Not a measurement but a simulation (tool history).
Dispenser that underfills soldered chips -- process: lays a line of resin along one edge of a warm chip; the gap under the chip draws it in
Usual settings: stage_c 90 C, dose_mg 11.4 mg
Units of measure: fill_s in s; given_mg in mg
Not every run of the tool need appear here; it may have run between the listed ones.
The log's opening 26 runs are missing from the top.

run   hour  stage_c  dose_mg  fill_s  given_mg
 27  312.3       92     13.2    88.1     12.35
     317.6  -- new syringe of resin
 28  326.5       83     10.3   130.1      9.60
     334.7  -- new syringe of resin
 29  341.6       90      9.8    84.9      9.02
     351.7  -- new syringe of resin
 30  351.9       84     12.4    77.8     11.21
 31  361.5       84      9.7   132.2      8.77
     369.0  -- new syringe of resin
 32  375.6       84      9.7   117.3      8.76
     386.3  -- new syringe of resin
 33  386.3       87      9.7    74.9      8.67
     401.8  -- dispensing valve cleaned and set on the balance
 34  402.6       87      9.7   147.4      9.67
     403.8  -- new syringe of resin
 35  415.9       87      9.7   129.0      9.58

Forecast each of these 4 alternatives for the next run:
     421.0  -- new syringe of resin
  A  425.4       93     14.3       ?         ?
     421.0  -- new syringe of resin
  B  425.4       87     13.5       ?         ?
     421.0  -- new syringe of resin
  C  425.4       92     11.4       ?         ?
     421.0  -- new syringe of resin
  D  425.4      100      9.8       ?         ?

run  fill_s  given_mg
  A    62.0     14.07
  B    81.5     13.36
  C    65.3     11.24
  D    47.6      9.76
The same runs, with their run-to-run variation unchanged, on a tool lacking any hidden condition would have given:
run  fill_s  given_mg
  A    43.3     14.25
  B    56.6     13.54
  C    45.5     11.39
  D    33.5      9.89
